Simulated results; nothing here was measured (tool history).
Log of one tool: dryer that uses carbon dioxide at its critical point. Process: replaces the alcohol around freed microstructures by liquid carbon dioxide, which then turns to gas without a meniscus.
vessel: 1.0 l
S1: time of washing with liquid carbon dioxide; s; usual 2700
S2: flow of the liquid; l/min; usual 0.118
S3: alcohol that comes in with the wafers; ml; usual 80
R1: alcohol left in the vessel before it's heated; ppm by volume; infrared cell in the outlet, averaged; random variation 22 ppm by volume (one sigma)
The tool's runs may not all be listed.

{"run": 1, "hour": 0.0, "S1": 2700, "S2": 0.118, "S3": 80, "R1": 1709}
{"run": 2, "hour": 27.4, "S1": 2700, "S2": 0.118, "S3": 80, "R1": 1777}
{"run": 3, "hour": 40.5, "S1": 2700, "S2": 0.118, "S3": 80, "R1": 1770}
{"run": 4, "hour": 63.8, "S1": 2700, "S2": 0.118, "S3": 80, "R1": 1812}
{"run": 5, "hour": 87.7, "S1": 2700, "S2": 0.118, "S3": 80, "R1": 1837}
{"run": 6, "hour": 117.5, "S1": 2700, "S2": 0.118, "S3": 113, "R1": 2582}
{"run": 7, "hour": 132.8, "S1": 2700, "S2": 0.118, "S3": 113, "R1": 2613}
{"run": 8, "hour": 147.6, "S1": 2700, "S2": 0.118, "S3": 80, "R1": 1865}
{"run": 9, "hour": 160.8, "S1": 2700, "S2": 0.118, "S3": 80, "R1": 1979}
{"run": 10, "hour": 176.5, "S1": 2700, "S2": 0.118, "S3": 80, "R1": 1965}
{"run": 11, "hour": 199.9, "S1": 2700, "S2": 0.118, "S3": 80, "R1": 2004}
{"run": 12, "hour": 219.7, "S1": 2700, "S2": 0.118, "S3": 80, "R1": 1979}
{"run": 13, "hour": 252.0, "S1": 2700, "S2": 0.118, "S3": 80, "R1": 1980}
{"run": 14, "hour": 282.0, "S1": 2700, "S2": 0.118, "S3": 80, "R1": 2086}
{"run": 15, "hour": 309.4, "S1": 2700, "S2": 0.078, "S3": 80, "R1": 6776}
{"run": 16, "hour": 335.7, "S1": 2700, "S2": 0.078, "S3": 80, "R1": 7128}
{"run": 17, "hour": 357.8, "S1": 2700, "S2": 0.078, "S3": 80, "R1": 6834}
{"run": 18, "hour": 373.8, "S1": 2700, "S2": 0.078, "S3": 80, "R1": 7076}
{"run": 19, "hour": 405.0, "S1": 2700, "S2": 0.078, "S3": 80, "R1": 5630}
{"run": 20, "hour": 427.5, "S1": 2700, "S2": 0.118, "S3": 80, "R1": 1666}
{"run": 21, "hour": 446.8, "S1": 2700, "S2": 0.118, "S3": 80, "R1": 1652}
{"run": 22, "hour": 464.8, "S1": 2700, "S2": 0.131, "S3": 80, "R1": 1170}
{"run": 23, "hour": 477.8, "S1": 2700, "S2": 0.131, "S3": 80, "R1": 1182}
{"run": 24, "hour": 498.4, "S1": 3660, "S2": 0.157, "S3": 80, "R1": 250}
{"run": 25, "hour": 526.4, "S1": 2460, "S2": 0.098, "S3": 80, "R1": 4283}
{"run": 26, "hour": 549.8, "S1": 1680, "S2": 0.098, "S3": 80, "R1": 10590}
{"run": 27, "hour": 567.8, "S1": 2700, "S2": 0.18, "S3": 79, "R1": 411}
{"run": 28, "hour": 592.4, "S1": 2700, "S2": 0.145, "S3": 79, "R1": 865}
{"run": 29, "hour": 613.6, "S1": 3660, "S2": 0.145, "S3": 109, "R1": 362}
{"run": 30, "hour": 639.9, "S1": 2700, "S2": 0.18, "S3": 80, "R1": 427}
{"run": 31, "hour": 658.2, "S1": 2700, "S2": 0.18, "S3": 80, "R1": 437}
{"run": 32, "hour": 675.1, "S1": 2700, "S2": 0.18, "S3": 80, "R1": 436}
{"run": 33, "hour": 700.8, "S1": 2700, "S2": 0.18, "S3": 80, "R1": 263}
{"run": 34, "hour": 732.0, "S1": 1980, "S2": 0.118, "S3": 34, "R1": 2120}
{"run": 35, "hour": 761.8, "S1": 1980, "S2": 0.118, "S3": 34, "R1": 2178}
{"run": 36, "hour": 788.3, "S1": 1980, "S2": 0.118, "S3": 34, "R1": 2180}
{"run": 37, "hour": 814.4, "S1": 4020, "S2": 0.172, "S3": 112, "R1": 50}
{"run": 38, "hour": 840.3, "S1": 4020, "S2": 0.076, "S3": 89, "R1": 2435}
{"run": 39, "hour": 854.4, "S1": 4020, "S2": 0.076, "S3": 89, "R1": 2515}
{"run": 40, "hour": 881.4, "S1": 4020, "S2": 0.076, "S3": 89, "R1": 2523}
{"run": 41, "hour": 902.5, "S1": 4200, "S2": 0.076, "S3": 68, "R1": 1608}
{"run": 42, "hour": 928.9, "S1": 2700, "S2": 0.18, "S3": 80, "R1": 344}

Taken out of this log: 2 entries between the listed runs. Where each belongs, and how the hidden state differs across it:
Between runs 18 and 19: inlet filter changed (hour 391.2)
  flow that reaches the vessel past the clogged filter, %: 91.1 -> 99.5; alcohol in the recycled carbon dioxide, ppm: 169 -> 172.5
  measured less the result without the state, R1: +1642 -> +234 ppm by volume
Between runs 32 and 33: purifier's bed changed (hour 695.8)
  flow that reaches the vessel past the clogged filter, %: 95.2 -> 94.8; alcohol in the recycled carbon dioxide, ppm: 201.4 -> 7.3
  measured less the result without the state, R1: +259 -> +71 ppm by volume
